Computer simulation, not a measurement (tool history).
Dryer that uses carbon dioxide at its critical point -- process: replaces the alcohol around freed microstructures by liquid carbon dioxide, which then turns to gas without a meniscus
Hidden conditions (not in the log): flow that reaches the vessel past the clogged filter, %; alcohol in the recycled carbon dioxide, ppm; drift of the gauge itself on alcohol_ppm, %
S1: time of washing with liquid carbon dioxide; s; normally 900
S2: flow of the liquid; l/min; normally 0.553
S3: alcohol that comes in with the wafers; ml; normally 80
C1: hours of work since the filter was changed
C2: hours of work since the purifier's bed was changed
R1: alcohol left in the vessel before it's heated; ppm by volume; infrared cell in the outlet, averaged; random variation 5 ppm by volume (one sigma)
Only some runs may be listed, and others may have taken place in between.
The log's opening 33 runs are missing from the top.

| run | hour | S1 | S2 | S3 | C1 | C2 | R1 |
|---|---|---|---|---|---|---|---|
| 34 | 477.1 | 900 | 0.772 | 80 | 121 | 462 | 104 |
| 35 | 493.7 | 540 | 0.43 | 49 | 127 | 468 | 1742 |
| 36 | 503.3 | 1200 | 0.477 | 74 | 131 | 472 | 120 |
| 37 | 521.5 | 1200 | 0.477 | 74 | 137 | 478 | 120 |
| 38 | 540.3 | 1380 | 0.379 | 41 | 144 | 485 | 128 |
| 39 | 554.7 | 1380 | 0.379 | 41 | 149 | 490 | 137 |
|  | 569.7 | inlet filter changed |
| 40 | 570.3 | 1380 | 0.379 | 41 | 0 | 496 | 123 |
| 41 | 585.9 | 1020 | 0.862 | 93 | 6 | 501 | 110 |
| 42 | 597.2 | 1320 | 0.341 | 99 | 10 | 505 | 210 |
| 43 | 614.8 | 600 | 0.46 | 101 | 16 | 512 | 1596 |
| 44 | 630.2 | 600 | 0.46 | 101 | 22 | 517 | 1583 |
| 45 | 647.4 | 600 | 0.46 | 101 | 28 | 523 | 1592 |

Below are 5 alternative next runs, each starting from the tool's condition after run 45. Predict each:
| A | 667.7 | 900 | 0.472 | 55 | 36 | 531 | ? |
| B | 667.7 | 1260 | 0.56 | 58 | 36 | 531 | ? |
| C | 667.7 | 720 | 0.902 | 56 | 36 | 531 | ? |
| D | 667.7 | 1080 | 0.533 | 52 | 36 | 531 | ? |
| E | 667.7 | 600 | 0.418 | 101 | 36 | 531 | ? |

| run | R1 |
|---|---|
| A | 190 |
| B | 109 |
| C | 117 |
| D | 123 |
| E | 2381 |
The same runs, with their run-to-run variation unchanged, on a tool lacking any hidden condition would have given:
| run | R1 |
|---|---|
| A | 71 |
| B | 1 |
| C | 8 |
| D | 12 |
| E | 2101 |
